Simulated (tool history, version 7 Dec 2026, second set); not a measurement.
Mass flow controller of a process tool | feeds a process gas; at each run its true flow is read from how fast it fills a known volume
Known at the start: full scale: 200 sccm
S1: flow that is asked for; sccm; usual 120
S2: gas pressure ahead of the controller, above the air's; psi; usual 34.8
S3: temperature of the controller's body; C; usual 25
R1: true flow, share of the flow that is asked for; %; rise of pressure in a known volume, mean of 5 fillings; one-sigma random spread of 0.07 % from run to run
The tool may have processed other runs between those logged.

run 1 day=0.000 | S1=120 S2=34.8 S3=25 | R1=99.30
run 2 day=6.771 | S1=120 S2=34.8 S3=22 | R1=99.15
run 3 day=13.588 | S1=120 S2=34.8 S3=24 | R1=99.33
run 4 day=21.238 | S1=120 S2=34.8 S3=25 | R1=99.11
run 5 day=25.946 | S1=120 S2=34.8 S3=25 | R1=99.20
run 6 day=33.021 | S1=120 S2=34.8 S3=25 | R1=99.20
run 7 day=37.367 | S1=120 S2=36.1 S3=25 | R1=99.05
run 8 day=44.121 | S1=120 S2=36.1 S3=25 | R1=99.01
run 9 day=51.204 | S1=120 S2=36.1 S3=25 | R1=98.93
run 10 day=57.846 | S1=120 S2=36.1 S3=25 | R1=98.91
run 11 day=64.204 | S1=120 S2=36.1 S3=25 | R1=99.02
run 12 day=69.325 | S1=120 S2=34.8 S3=33 | R1=99.17
run 13 day=75.183 | S1=120 S2=34.8 S3=33 | R1=99.13
run 14 day=80.608 | S1=120 S2=34.8 S3=33 | R1=98.96
run 15 day=83.938 | S1=120 S2=34.8 S3=33 | R1=99.08
run 16 day=89.171 | S1=120 S2=34.8 S3=25 | R1=98.86
run 17 day=92.608 | S1=22 S2=34.8 S3=25 | R1=97.32
run 18 day=96.712 | S1=120 S2=34.8 S3=25 | R1=98.78
run 19 day=101.279 | S1=28 S2=20.9 S3=33 | R1=98.13
run 20 day=108.362 | S1=22 S2=20.9 S3=31 | R1=97.80
run 21 day=113.983 | S1=138 S2=34.8 S3=29 | R1=99.15
run 22 day=119.521 | S1=138 S2=34.8 S3=29 | R1=99.10
run 23 day=123.296 | S1=138 S2=34.8 S3=29 | R1=99.19
run 24 day=131.038 | S1=138 S2=34.8 S3=29 | R1=98.95
run 25 day=138.038 | S1=42 S2=28.1 S3=40 | R1=98.06
run 26 day=145.683 | S1=22 S2=31.6 S3=37 | R1=96.78
run 27 day=151.696 | S1=22 S2=33.5 S3=40 | R1=96.78
run 28 day=156.300 | S1=120 S2=34.8 S3=25 | R1=98.56
run 29 day=160.029 | S1=21 S2=37.3 S3=25 | R1=96.00
run 30 day=167.308 | S1=21 S2=37.3 S3=25 | R1=96.03
run 31 day=174.329 | S1=20 S2=37.3 S3=38 | R1=96.05
run 32 day=179.304 | S1=20 S2=37.3 S3=38 | R1=95.98
run 33 day=184.021 | S1=120 S2=31.2 S3=37 | R1=98.77
run 34 day=188.875 | S1=120 S2=23.6 S3=21 | R1=98.96
run 35 day=192.838 | S1=30 S2=23.6 S3=33 | R1=97.18
run 36 day=199.983 | S1=120 S2=33.9 S3=25 | R1=98.38

Below are 5 alternative next runs, each starting from the tool's condition after run 36. Predict each:
run A day=207.625 | S1=120 S2=40.2 S3=32 | R1=?
run B day=207.625 | S1=120 S2=36.7 S3=38 | R1=?
run C day=207.625 | S1=30 S2=35.4 S3=29 | R1=?
run D day=207.625 | S1=176 S2=31.6 S3=25 | R1=?
run E day=207.625 | S1=49 S2=33.9 S3=21 | R1=?

run=A R1=98.29
run=B R1=98.64
run=C R1=96.45
run=D R1=99.06
run=E R1=97.10
With no hidden state in the tool, these same runs would have given:
run=A R1=99.13
run=B R1=99.49
run=C R1=98.77
run=D R1=99.75
run=E R1=98.66

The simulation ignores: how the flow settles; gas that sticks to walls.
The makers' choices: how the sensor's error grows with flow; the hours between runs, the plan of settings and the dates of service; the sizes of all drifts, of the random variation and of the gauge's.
